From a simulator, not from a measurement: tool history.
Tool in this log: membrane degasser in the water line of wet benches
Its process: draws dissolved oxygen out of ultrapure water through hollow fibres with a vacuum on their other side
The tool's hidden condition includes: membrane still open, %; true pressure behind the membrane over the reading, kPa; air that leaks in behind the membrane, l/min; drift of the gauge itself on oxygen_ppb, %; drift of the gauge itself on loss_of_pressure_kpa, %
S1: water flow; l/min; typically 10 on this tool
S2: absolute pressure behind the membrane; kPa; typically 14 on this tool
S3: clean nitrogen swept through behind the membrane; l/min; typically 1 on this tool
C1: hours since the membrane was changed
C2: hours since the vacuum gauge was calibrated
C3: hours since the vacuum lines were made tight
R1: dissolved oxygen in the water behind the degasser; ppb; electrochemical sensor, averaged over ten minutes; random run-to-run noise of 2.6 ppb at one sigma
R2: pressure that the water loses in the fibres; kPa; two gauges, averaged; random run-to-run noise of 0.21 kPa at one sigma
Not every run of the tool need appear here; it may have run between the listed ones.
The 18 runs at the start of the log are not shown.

{"run": 19, "hour": 848.6, "S1": 7, "S2": 34.5, "S3": 0.58, "C1": 2597, "C2": 2304, "C3": 8899, "R1": 860.5, "R2": 35.42}
{"run": 20, "hour": 884.6, "S1": 12, "S2": 30.6, "S3": 1.67, "C1": 2633, "C2": 2340, "C3": 8935, "R1": 499.7, "R2": 61.04}
{"run": 21, "hour": 911.6, "S1": 13, "S2": 15.8, "S3": 0.42, "C1": 2660, "C2": 2367, "C3": 8962, "R1": 804.1, "R2": 65.91}
{"run": 22, "hour": 938.0, "S1": 13, "S2": 15.8, "S3": 0.42, "C1": 2687, "C2": 2393, "C3": 8988, "R1": 805, "R2": 66.27}
{"hour": 941.2, "done": "vacuum gauge calibrated"}
{"run": 23, "hour": 992.7, "S1": 10, "S2": 10, "S3": 1, "C1": 2741, "C2": 52, "C3": 9043, "R1": 178, "R2": 50.94}
{"run": 24, "hour": 1053.3, "S1": 10, "S2": 14, "S3": 1.25, "C1": 2802, "C2": 112, "C3": 9103, "R1": 221.6, "R2": 50.96}
{"run": 25, "hour": 1097.8, "S1": 10, "S2": 30.8, "S3": 2.76, "C1": 2846, "C2": 157, "C3": 9148, "R1": 268.2, "R2": 50.87}
{"run": 26, "hour": 1159.6, "S1": 9, "S2": 10.6, "S3": 1.07, "C1": 2908, "C2": 218, "C3": 9209, "R1": 161.1, "R2": 45.47}
{"run": 27, "hour": 1193.5, "S1": 9, "S2": 10.6, "S3": 1.07, "C1": 2942, "C2": 252, "C3": 9243, "R1": 159.3, "R2": 45.88}
{"hour": 1211.3, "done": "vacuum gauge calibrated, once more"}
{"run": 28, "hour": 1226.1, "S1": 9, "S2": 10.6, "S3": 1.07, "C1": 2974, "C2": 15, "C3": 9275, "R1": 159.9, "R2": 46.06}
{"run": 29, "hour": 1291.5, "S1": 9, "S2": 10.6, "S3": 1.07, "C1": 3039, "C2": 80, "C3": 9341, "R1": 162.5, "R2": 46.19}
{"run": 30, "hour": 1351.8, "S1": 7, "S2": 16.7, "S3": 0.63, "C1": 3100, "C2": 141, "C3": 9401, "R1": 366.5, "R2": 35.66}
{"run": 31, "hour": 1396.5, "S1": 10, "S2": 15.1, "S3": 1, "C1": 3144, "C2": 185, "C3": 9446, "R1": 304.3, "R2": 50.45}
{"run": 32, "hour": 1442.0, "S1": 10, "S2": 15.1, "S3": 1, "C1": 3190, "C2": 231, "C3": 9491, "R1": 299.6, "R2": 50.93}
{"run": 33, "hour": 1488.2, "S1": 12, "S2": 15.1, "S3": 1, "C1": 3236, "C2": 277, "C3": 9538, "R1": 360.4, "R2": 61.29}

Here are 3 independent what-if runs from the current tool condition. What would each one return?
{"run": "A", "hour": 1538.0, "S1": 8, "S2": 31.2, "S3": 0.54, "C1": 3286, "C2": 327, "C3": 9587, "R1": "?", "R2": "?"}
{"run": "B", "hour": 1538.0, "S1": 14, "S2": 13.4, "S3": 0.68, "C1": 3286, "C2": 327, "C3": 9587, "R1": "?", "R2": "?"}
{"run": "C", "hour": 1538.0, "S1": 9, "S2": 15.1, "S3": 1, "C1": 3286, "C2": 327, "C3": 9587, "R1": "?", "R2": "?"}

run=A R1=914.8 R2=40.99
run=B R1=509.8 R2=71.44
run=C R1=269.1 R2=45.99
What these runs would have given with no unlogged condition in the tool:
run=A R1=863.9 R2=39.95
run=B R1=491.3 R2=69.61
run=C R1=252.5 R2=44.82
